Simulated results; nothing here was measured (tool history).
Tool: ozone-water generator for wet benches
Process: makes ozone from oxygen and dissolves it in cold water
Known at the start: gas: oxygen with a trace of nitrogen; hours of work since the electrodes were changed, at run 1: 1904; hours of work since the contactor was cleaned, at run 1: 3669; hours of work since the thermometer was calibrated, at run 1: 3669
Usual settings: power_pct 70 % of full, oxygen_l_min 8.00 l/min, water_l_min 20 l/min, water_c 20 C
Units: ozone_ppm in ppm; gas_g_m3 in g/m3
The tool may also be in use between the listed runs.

run    hour  power_pct  oxygen_l_min  water_l_min  water_c  hours of work since the electrodes were changed  hours of work since the contactor was cleaned  hours of work since the thermometer was calibrated  ozone_ppm  gas_g_m3
  1     0.0         70          8.00           20       20                                             1904                                           3669                                                3669       20.4     160.5
  2    71.3         70          8.00           20       20                                             1961                                           3727                                                3727       20.6     160.3
  3   138.9         70          8.00           20       20                                             2016                                           3781                                                3781       20.3     159.2
  4   213.4         70          8.00           20       20                                             2075                                           3840                                                3840       20.5     158.5
  5   251.4         70          8.00           20       20                                             2106                                           3871                                                3871       20.0     160.1
  6   319.2         70          8.00           20       20                                             2160                                           3925                                                3925       20.2     157.7
      357.5  -- water thermometer calibrated
  7   381.1         70          8.00           20       20                                             2209                                           3975                                                  19       20.6     158.0
      422.1  -- contactor cleaned
  8   464.5         70          8.00           20       20                                             2273                                             34                                                  83       21.3     158.1
  9   520.2         65          8.00           20       20                                             2318                                             79                                                 127       20.2     149.3
 10   594.3         65          8.00           20       20                                             2377                                            138                                                 187       20.1     147.5
 11   662.2         65          8.00           20       20                                             2432                                            192                                                 241       20.0     148.8
 12   707.5         65          8.00           20       20                                             2468                                            229                                                 277       19.8     148.4
 13   797.0         70          8.00           20       15                                             2540                                            301                                                 349       22.5     154.6
 14   855.5         70          8.00           20       15                                             2586                                            347                                                 396       22.9     155.9
 15   900.9         66          8.00           20       20                                             2623                                            384                                                 432       19.7     148.7
 16   981.8         70          8.00           20       20                                             2688                                            449                                                 497       20.9     155.3
 17  1061.5         70          8.00           20       20                                             2752                                            513                                                 561       20.6     154.4
 18  1124.8         80          6.39           31       20                                             2802                                            563                                                 612       15.9     186.5
 19  1163.2         70         12.72           16       20                                             2833                                            594                                                 643       22.7     127.6
 20  1200.2         70         12.72           16       20                                             2863                                            624                                                 672       22.2     126.0
 21  1242.4         70         10.07           21       19                                             2897                                            658                                                 706       20.0     138.1
 22  1311.4         70         10.07           21       19                                             2952                                            713                                                 762       19.9     138.4
 23  1353.4         51          4.24           20       17                                             2986                                            747                                                 795       16.1     159.6
 24  1405.1         51          4.24           20       17                                             3027                                            788                                                 837       16.1     158.8
 25  1490.5         70         12.61           20       16                                             3096                                            857                                                 905       21.5     123.7
 26  1547.5         70         12.61           20       16                                             3141                                            902                                                 951       21.6     123.9
 27  1600.9         70         12.61           20       24                                             3184                                            945                                                 994       17.9     124.4
 28  1674.5         70         12.61           20       24                                             3243                                           1004                                                1053       17.8     125.7
 29  1760.3         70         12.61           20       24                                             3312                                           1073                                                1121       18.0     124.5
 30  1803.8         70         12.61           20       24                                             3347                                           1108                                                1156       17.9     122.4
 31  1879.1         70          9.93           16       14                                             3407                                           1168                                                1217       25.2     136.9
 32  1960.3         70          4.91           20       22                                             3472                                           1233                                                1282       18.7     184.5
 33  2009.3         70          4.91           20       22                                             3511                                           1272                                                1321       18.3     182.7

Some steps in ozone_ppm between neighbouring runs. How much of each would the tool show without its hidden state too (settings, what came in, random variation), and how much is left for the hidden state, with any gauge scatter that isn't in both results?
The hidden state here: yield of the discharge, % of new electrodes'; contactor's efficiency, % of a clean one's; true water temperature over the reading, C; drift of the gauge itself on ozone_ppm, %; drift of the gauge itself on gas_g_m3, %.
Run 18 -> 19: power_pct 80 -> 70, oxygen_l_min 6.39 -> 12.72, water_l_min 31 -> 16. ozone_ppm +6.8 ppm: hidden state -0.7, all else +7.5.
Run 22 -> 23: power_pct 70 -> 51, oxygen_l_min 10.07 -> 4.24, water_l_min 21 -> 20, water_c 19 -> 17. ozone_ppm -3.8 ppm: hidden state +1.1, all else -4.9.
Run 24 -> 25: power_pct 51 -> 70, oxygen_l_min 4.24 -> 12.61, water_c 17 -> 16. ozone_ppm +5.4 ppm: hidden state -1.6, all else +7.0.
Run 30 -> 31: oxygen_l_min 12.61 -> 9.93, water_l_min 20 -> 16, water_c 24 -> 14. ozone_ppm +7.3 ppm: hidden state -1.4, all else +8.7.
Run 31 -> 32: oxygen_l_min 9.93 -> 4.91, water_l_min 16 -> 20, water_c 14 -> 22. ozone_ppm -6.5 ppm: hidden state +1.1, all else -7.6.
